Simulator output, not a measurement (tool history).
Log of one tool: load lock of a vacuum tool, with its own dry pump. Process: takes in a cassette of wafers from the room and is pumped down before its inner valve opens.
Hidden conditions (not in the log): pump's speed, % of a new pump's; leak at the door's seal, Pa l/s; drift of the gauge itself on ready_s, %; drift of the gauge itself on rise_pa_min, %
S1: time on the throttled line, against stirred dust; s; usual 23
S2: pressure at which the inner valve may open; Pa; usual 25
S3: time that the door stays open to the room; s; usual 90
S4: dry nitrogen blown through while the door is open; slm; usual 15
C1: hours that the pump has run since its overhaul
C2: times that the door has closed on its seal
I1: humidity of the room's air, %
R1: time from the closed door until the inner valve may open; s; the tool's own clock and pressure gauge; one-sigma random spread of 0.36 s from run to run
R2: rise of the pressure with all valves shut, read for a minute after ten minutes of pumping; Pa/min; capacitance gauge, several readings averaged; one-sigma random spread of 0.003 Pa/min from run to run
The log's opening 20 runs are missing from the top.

run 21 hour=3638.9 | S1=23 S2=25 S3=90 S4=15 | C1=9889 C2=25619 | I1=46.4 | R1=37.0 R2=0.456
run 22 hour=3851.7 | S1=38 S2=45 S3=99 S4=17 | C1=10102 C2=26677 | I1=45.7 | R1=46.5 R2=0.479
run 23 hour=4083.5 | S1=38 S2=46 S3=99 S4=43 | C1=10333 C2=27829 | I1=45.5 | R1=46.5 R2=0.494
run 24 hour=4292.6 | S1=37 S2=29 S3=33 S4=7 | C1=10543 C2=28868 | I1=43.4 | R1=46.6 R2=0.538
run 25 hour=4535.4 | S1=18 S2=20 S3=90 S4=8 | C1=10785 C2=30075 | I1=44.7 | R1=33.1 R2=0.581
run 26 hour=4695.5 | S1=35 S2=27 S3=61 S4=4 | C1=10945 C2=30871 | I1=47.8 | R1=45.8 R2=0.610
-- hour=4845.7 door's seal changed, seat wiped
run 27 hour=4885.0 | S1=31 S2=40 S3=60 S4=14 | C1=11134 C2=196 | I1=48.2 | R1=42.5 R2=0.040
run 28 hour=5067.0 | S1=31 S2=40 S3=60 S4=14 | C1=11316 C2=1101 | I1=41.4 | R1=42.0 R2=0.041
run 29 hour=5241.0 | S1=16 S2=26 S3=90 S4=15 | C1=11490 C2=1966 | I1=40.8 | R1=31.4 R2=0.048
run 30 hour=5478.8 | S1=16 S2=26 S3=90 S4=15 | C1=11727 C2=3147 | I1=44.7 | R1=31.9 R2=0.059
run 31 hour=5605.6 | S1=16 S2=26 S3=90 S4=15 | C1=11854 C2=3778 | I1=44.2 | R1=31.5 R2=0.065
run 32 hour=5785.3 | S1=32 S2=25 S3=90 S4=5 | C1=12034 C2=4671 | I1=44.7 | R1=43.4 R2=0.102
run 33 hour=5971.6 | S1=23 S2=25 S3=106 S4=15 | C1=12220 C2=5597 | I1=45.7 | R1=37.5 R2=0.078
run 34 hour=6157.9 | S1=17 S2=35 S3=90 S4=15 | C1=12406 C2=6523 | I1=40.9 | R1=31.9 R2=0.090
run 35 hour=6321.0 | S1=39 S2=46 S3=90 S4=15 | C1=12570 C2=7334 | I1=42.7 | R1=48.2 R2=0.094
run 36 hour=6480.8 | S1=23 S2=21 S3=90 S4=16 | C1=12729 C2=8128 | I1=44.9 | R1=38.1 R2=0.106
run 37 hour=6584.5 | S1=16 S2=21 S3=90 S4=16 | C1=12833 C2=8644 | I1=44.2 | R1=32.7 R2=0.109
run 38 hour=6760.2 | S1=16 S2=21 S3=42 S4=16 | C1=13009 C2=9517 | I1=46.0 | R1=32.1 R2=0.116

Branching from run 38: 3 alternative next runs. What would each branch give?
run A hour=6896.1 | S1=16 S2=38 S3=42 S4=16 | C1=13145 C2=10193 | I1=45.4 | R1=? R2=?
run B hour=6896.1 | S1=16 S2=21 S3=52 S4=37 | C1=13145 C2=10193 | I1=44.5 | R1=? R2=?
run C hour=6896.1 | S1=17 S2=25 S3=90 S4=15 | C1=13145 C2=10193 | I1=43.5 | R1=? R2=?

run=A R1=31.2 R2=0.127
run=B R1=32.0 R2=0.113
run=C R1=34.0 R2=0.130
Had the tool no hidden state, the same runs would have come out as:
run=A R1=27.8 R2=0.031
run=B R1=28.2 R2=0.019
run=C R1=30.4 R2=0.035
